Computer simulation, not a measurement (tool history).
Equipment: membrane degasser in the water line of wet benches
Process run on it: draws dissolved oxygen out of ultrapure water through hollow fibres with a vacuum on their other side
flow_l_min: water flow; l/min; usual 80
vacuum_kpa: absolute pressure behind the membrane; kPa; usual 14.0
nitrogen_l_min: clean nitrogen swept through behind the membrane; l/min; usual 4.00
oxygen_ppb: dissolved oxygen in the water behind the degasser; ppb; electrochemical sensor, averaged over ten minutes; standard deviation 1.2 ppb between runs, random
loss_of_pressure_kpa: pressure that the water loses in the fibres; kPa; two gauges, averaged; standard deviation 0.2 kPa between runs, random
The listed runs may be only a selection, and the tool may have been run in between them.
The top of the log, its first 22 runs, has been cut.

run    hour  flow_l_min  vacuum_kpa  nitrogen_l_min  hours since the membrane was changed  hours since the vacuum gauge was calibrated  hours since the vacuum lines were made tight  oxygen_ppb  loss_of_pressure_kpa
 23   847.9          99        30.8            4.00                                   913                                           74                                           803      1288.4                 61.91
 24   882.1         123        10.5            4.11                                   947                                          109                                           837       473.8                 76.40
 25   931.3         123        10.5            4.11                                   996                                          158                                           887       471.4                 76.70
 26   958.8          95        19.6            4.11                                  1023                                          185                                           914       772.7                 59.57
 27   991.2         117         8.6            8.96                                  1056                                          218                                           947       187.9                 72.94
 28  1021.4         117         8.6            8.96                                  1086                                          248                                           977       189.4                 73.26
 29  1046.1          80        33.2            3.80                                  1111                                          273                                          1001      1221.6                 49.93
 30  1071.1          80        24.0            8.73                                  1136                                          298                                          1027       437.6                 50.00

Forecast each of these 4 alternatives for the next run:
  A  1103.7          64        15.1            9.92                                  1168                                          330                                          1059           ?                     ?
  B  1103.7         119         8.7            5.41                                  1168                                          330                                          1059           ?                     ?
  C  1103.7          80        11.2            2.81                                  1168                                          330                                          1059           ?                     ?
  D  1103.7          49        24.0           10.96                                  1168                                          330                                          1059           ?                     ?

run  oxygen_ppb  loss_of_pressure_kpa
  A       182.8                 39.89
  B       289.5                 74.38
  C       467.5                 50.01
  D       224.2                 30.50
Stripped of hidden state, with their random variation kept, the same runs would have yielded:
run  oxygen_ppb  loss_of_pressure_kpa
  A       181.9                 39.56
  B       287.1                 73.76
  C       465.9                 49.59
  D       223.2                 30.24

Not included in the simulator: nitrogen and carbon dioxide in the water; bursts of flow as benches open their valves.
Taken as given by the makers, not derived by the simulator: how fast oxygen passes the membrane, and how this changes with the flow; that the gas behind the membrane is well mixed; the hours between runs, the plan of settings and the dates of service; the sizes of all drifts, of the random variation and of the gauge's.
